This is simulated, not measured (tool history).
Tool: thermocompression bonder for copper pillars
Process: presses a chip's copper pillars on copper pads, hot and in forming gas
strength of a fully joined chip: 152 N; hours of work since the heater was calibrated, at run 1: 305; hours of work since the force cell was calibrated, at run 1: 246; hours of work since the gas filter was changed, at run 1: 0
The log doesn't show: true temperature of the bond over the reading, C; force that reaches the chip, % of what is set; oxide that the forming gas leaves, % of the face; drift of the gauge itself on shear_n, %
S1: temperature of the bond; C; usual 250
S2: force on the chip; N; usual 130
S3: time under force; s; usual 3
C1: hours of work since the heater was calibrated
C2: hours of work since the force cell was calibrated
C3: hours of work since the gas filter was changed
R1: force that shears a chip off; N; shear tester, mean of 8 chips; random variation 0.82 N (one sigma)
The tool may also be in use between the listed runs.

run	hour	S1	S2	S3	C1	C2	C3	R1
1	0	250	130	3	305	246	0	65.2
2	17.8	250	130	3	313	255	9	65.1
3	29	250	130	3	319	260	14	65.5
4	40.4	250	130	3	325	266	20	65.9
5	53.6	250	130	3	331	272	26	63.6
6	69.7	279	130	3	339	280	34	82.9
7	88.4	278	130	3	348	289	43	82.4
8	107.6	250	80	3	357	298	52	44
9	118.4	242	80	3	362	304	58	40.1
10	133.2	242	80	3	370	311	65	40.2
11	150.8	259	130	3	378	320	73	70.1
12	166.2	259	130	3	386	327	81	69.6
13	183.8	246	130	3	394	336	90	61.5
14	196.6	246	130	3	401	342	96	62.4
15	212.5	250	190	3	408	350	104	83.4
16	226.4	250	190	3	415	356	110	82.9
17	242	250	190	3	423	364	118	82.8
18	256.7	250	190	3	430	371	125	82.6
# hour 271.9: forming gas filter changed
19	275.5	250	190	2	439	380	2	72.3
20	286	250	190	2	444	385	7	73.1
21	302.9	277	81	3	452	393	15	60.2
22	317.3	250	81	3	459	400	22	44.9
23	331.1	250	130	2	466	407	29	54
24	346.1	254	188	2	473	414	36	73.4
25	360.9	255	177	4	480	422	43	89.7
26	376.3	255	177	4	488	429	51	91
27	396.2	278	109	4	498	439	61	82.4
28	413.4	257	130	3	506	447	69	67
29	429.4	238	83	3	514	455	77	39
30	445.7	223	172	4	522	463	85	66.3
31	465.2	236	172	4	531	472	94	75.8
32	487.3	236	172	4	542	483	105	76.1
33	503.1	230	138	2	550	491	113	45.9
34	522.2	260	190	2	559	500	122	79.4
35	538.8	264	153	3	567	508	130	80.3
# hour 543.9: forming gas filter changed
36	550	231	130	6	572	514	3	69
37	564.2	250	119	7	579	520	10	83.8
38	575.9	250	119	7	585	526	16	81.4
39	596.4	238	93	6	595	536	26	57.7

5 ways to go on from here, each from the tool as it stands after run 39. What would each give?
A	609.1	274	157	2	601	542	32	?
B	609.1	250	130	2	601	542	32	?
C	609.1	238	157	3	601	542	32	?
D	609.1	228	93	6	601	542	32	?
E	609.1	244	130	3	601	542	32	?

run	R1
A	80.7
B	54.3
C	64.2
D	51.5
E	60.9
Without the tool's hidden state the same runs would have given:
run	R1
A	80.9
B	54.4
C	64.3
D	51.5
E	61

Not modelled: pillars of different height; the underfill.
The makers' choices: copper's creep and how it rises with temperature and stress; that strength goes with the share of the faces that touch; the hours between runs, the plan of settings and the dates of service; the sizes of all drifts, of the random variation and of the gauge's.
